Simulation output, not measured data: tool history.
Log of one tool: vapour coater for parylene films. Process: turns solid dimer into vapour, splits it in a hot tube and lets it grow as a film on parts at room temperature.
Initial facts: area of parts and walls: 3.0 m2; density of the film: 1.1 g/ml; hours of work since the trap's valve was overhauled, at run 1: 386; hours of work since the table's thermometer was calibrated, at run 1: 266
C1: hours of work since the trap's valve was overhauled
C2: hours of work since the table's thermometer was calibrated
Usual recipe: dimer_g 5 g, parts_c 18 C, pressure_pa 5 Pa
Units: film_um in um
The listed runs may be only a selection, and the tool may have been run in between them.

{"run": 1, "hour": 0.0, "dimer_g": 5, "parts_c": 18, "pressure_pa": 5, "C1": 386, "C2": 266, "film_um": 1.09}
{"run": 2, "hour": 14.7, "dimer_g": 7, "parts_c": 18, "pressure_pa": 5, "C1": 396, "C2": 277, "film_um": 1.54}
{"run": 3, "hour": 21.3, "dimer_g": 5, "parts_c": 18, "pressure_pa": 3.94, "C1": 401, "C2": 282, "film_um": 1.17}
{"run": 4, "hour": 27.9, "dimer_g": 5, "parts_c": 18, "pressure_pa": 5, "C1": 406, "C2": 286, "film_um": 1.09}
{"run": 5, "hour": 39.0, "dimer_g": 5, "parts_c": 18, "pressure_pa": 5, "C1": 414, "C2": 294, "film_um": 1.1}
{"run": 6, "hour": 51.0, "dimer_g": 5, "parts_c": 18, "pressure_pa": 5, "C1": 422, "C2": 303, "film_um": 1.12}
{"run": 7, "hour": 66.6, "dimer_g": 5, "parts_c": 18, "pressure_pa": 5, "C1": 433, "C2": 314, "film_um": 1.09}
{"run": 8, "hour": 76.8, "dimer_g": 5, "parts_c": 18, "pressure_pa": 5, "C1": 441, "C2": 321, "film_um": 1.07}
{"run": 9, "hour": 89.1, "dimer_g": 5, "parts_c": 18, "pressure_pa": 3.6, "C1": 449, "C2": 330, "film_um": 1.17}
{"run": 10, "hour": 101.3, "dimer_g": 5, "parts_c": 18, "pressure_pa": 2.93, "C1": 458, "C2": 339, "film_um": 1.25}
{"run": 11, "hour": 112.5, "dimer_g": 5, "parts_c": 18, "pressure_pa": 2.93, "C1": 466, "C2": 347, "film_um": 1.25}
{"run": 12, "hour": 125.4, "dimer_g": 3, "parts_c": 13, "pressure_pa": 5.22, "C1": 475, "C2": 356, "film_um": 0.7}
{"run": 13, "hour": 132.0, "dimer_g": 3, "parts_c": 26, "pressure_pa": 8.88, "C1": 480, "C2": 361, "film_um": 0.5}
{"hour": 140.3, "done": "trap's valve overhauled"}
{"run": 14, "hour": 151.0, "dimer_g": 3, "parts_c": 27, "pressure_pa": 5, "C1": 8, "C2": 371, "film_um": 0.56}
{"run": 15, "hour": 165.7, "dimer_g": 3, "parts_c": 27, "pressure_pa": 5, "C1": 18, "C2": 382, "film_um": 0.55}
{"run": 16, "hour": 175.7, "dimer_g": 3, "parts_c": 27, "pressure_pa": 5, "C1": 25, "C2": 389, "film_um": 0.57}
{"run": 17, "hour": 188.5, "dimer_g": 3, "parts_c": 27, "pressure_pa": 5, "C1": 34, "C2": 398, "film_um": 0.55}
{"run": 18, "hour": 196.6, "dimer_g": 5, "parts_c": 18, "pressure_pa": 11.44, "C1": 40, "C2": 404, "film_um": 0.9}
{"run": 19, "hour": 211.6, "dimer_g": 4, "parts_c": 19, "pressure_pa": 4.27, "C1": 51, "C2": 415, "film_um": 0.9}
{"run": 20, "hour": 226.6, "dimer_g": 4, "parts_c": 23, "pressure_pa": 5.24, "C1": 62, "C2": 425, "film_um": 0.8}
{"run": 21, "hour": 239.1, "dimer_g": 4, "parts_c": 17, "pressure_pa": 5.24, "C1": 70, "C2": 434, "film_um": 0.88}
{"run": 22, "hour": 253.4, "dimer_g": 5, "parts_c": 21, "pressure_pa": 4.81, "C1": 81, "C2": 444, "film_um": 1.06}

Branching from run 22: 5 alternative next runs. What would each branch give?
{"run": "A", "hour": 263.7, "dimer_g": 3, "parts_c": 20, "pressure_pa": 5, "C1": 88, "C2": 452, "film_um": "?"}
{"run": "B", "hour": 263.7, "dimer_g": 4, "parts_c": 12, "pressure_pa": 7.53, "C1": 88, "C2": 452, "film_um": "?"}
{"run": "C", "hour": 263.7, "dimer_g": 7, "parts_c": 22, "pressure_pa": 6.56, "C1": 88, "C2": 452, "film_um": "?"}
{"run": "D", "hour": 263.7, "dimer_g": 5, "parts_c": 15, "pressure_pa": 3.2, "C1": 88, "C2": 452, "film_um": "?"}
{"run": "E", "hour": 263.7, "dimer_g": 5, "parts_c": 15, "pressure_pa": 4.81, "C1": 88, "C2": 452, "film_um": "?"}

run=A film_um=0.64
run=B film_um=0.88
run=C film_um=1.34
run=D film_um=1.27
run=E film_um=1.17
With the hidden condition removed and each run's random variation left untouched, the same runs would have given:
run=A film_um=0.64
run=B film_um=0.88
run=C film_um=1.34
run=D film_um=1.27
run=E film_um=1.17

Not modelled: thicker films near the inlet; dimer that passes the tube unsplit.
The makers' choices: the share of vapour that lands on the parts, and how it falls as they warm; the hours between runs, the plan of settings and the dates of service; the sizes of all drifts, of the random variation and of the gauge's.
